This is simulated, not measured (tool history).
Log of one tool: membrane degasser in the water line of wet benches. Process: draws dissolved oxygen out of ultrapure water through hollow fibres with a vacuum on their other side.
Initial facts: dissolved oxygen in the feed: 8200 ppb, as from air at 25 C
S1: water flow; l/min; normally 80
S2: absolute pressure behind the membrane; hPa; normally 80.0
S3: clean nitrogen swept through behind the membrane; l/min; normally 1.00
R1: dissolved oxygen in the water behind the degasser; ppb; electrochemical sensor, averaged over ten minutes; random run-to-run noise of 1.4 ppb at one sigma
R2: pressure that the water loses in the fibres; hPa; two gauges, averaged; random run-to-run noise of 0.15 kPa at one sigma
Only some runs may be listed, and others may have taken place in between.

{"run": 1, "day": 0.0, "S1": 80, "S2": 80.0, "S3": 1.0, "R1": 637.3, "R2": 280.6}
{"run": 2, "day": 3.121, "S1": 80, "S2": 80.0, "S3": 1.0, "R1": 637.1, "R2": 280.8}
{"run": 3, "day": 5.929, "S1": 80, "S2": 80.0, "S3": 2.66, "R1": 327.7, "R2": 281.3}
{"run": 4, "day": 7.438, "S1": 92, "S2": 80.0, "S3": 1.0, "R1": 719.3, "R2": 322.3}
{"run": 5, "day": 8.925, "S1": 92, "S2": 80.0, "S3": 1.0, "R1": 718.2, "R2": 327.1}
{"run": 6, "day": 10.721, "S1": 92, "S2": 164.1, "S3": 1.0, "R1": 1705.5, "R2": 323.8}
{"run": 7, "day": 12.071, "S1": 92, "S2": 164.1, "S3": 1.0, "R1": 1705.0, "R2": 325.0}
{"run": 8, "day": 13.712, "S1": 101, "S2": 80.0, "S3": 1.0, "R1": 781.0, "R2": 355.5}
{"day": 13.925, "done": "vacuum gauge calibrated"}
{"run": 9, "day": 15.321, "S1": 101, "S2": 80.0, "S3": 1.0, "R1": 782.5, "R2": 354.9}
{"run": 10, "day": 17.062, "S1": 101, "S2": 80.0, "S3": 1.0, "R1": 784.1, "R2": 358.1}
{"day": 20.138, "done": "vacuum gauge calibrated, once more"}
{"run": 11, "day": 20.138, "S1": 101, "S2": 80.0, "S3": 1.0, "R1": 769.2, "R2": 355.2}
{"run": 12, "day": 22.288, "S1": 117, "S2": 80.0, "S3": 1.3, "R1": 782.9, "R2": 413.0}
{"run": 13, "day": 25.133, "S1": 117, "S2": 80.0, "S3": 1.3, "R1": 783.0, "R2": 413.3}
{"run": 14, "day": 26.554, "S1": 56, "S2": 188.9, "S3": 0.69, "R1": 1778.9, "R2": 195.4}
{"run": 15, "day": 28.496, "S1": 85, "S2": 195.5, "S3": 0.8, "R1": 2163.0, "R2": 300.0}
{"run": 16, "day": 31.488, "S1": 57, "S2": 136.1, "S3": 0.49, "R1": 1526.6, "R2": 201.8}
{"run": 17, "day": 32.825, "S1": 57, "S2": 136.1, "S3": 0.49, "R1": 1536.1, "R2": 199.0}
{"run": 18, "day": 35.758, "S1": 80, "S2": 81.9, "S3": 0.41, "R1": 1041.7, "R2": 283.9}
{"run": 19, "day": 37.779, "S1": 50, "S2": 67.4, "S3": 1.0, "R1": 326.7, "R2": 176.6}

3 options for the next run, each taken on its own from the tool as it stands now. Forecast them:
{"run": "A", "day": 40.067, "S1": 88, "S2": 113.5, "S3": 0.55, "R1": "?", "R2": "?"}
{"run": "B", "day": 40.067, "S1": 71, "S2": 67.4, "S3": 1.0, "R1": "?", "R2": "?"}
{"run": "C", "day": 40.067, "S1": 94, "S2": 74.5, "S3": 1.95, "R1": "?", "R2": "?"}

run=A R1=1493.0 R2=310.5
run=B R1=431.3 R2=252.9
run=C R1=439.7 R2=329.7
Take away the tool's hidden state, keep each run's random variation, and the runs would have read:
run=A R1=1506.4 R2=306.5
run=B R1=434.3 R2=249.7
run=C R1=438.2 R2=325.5
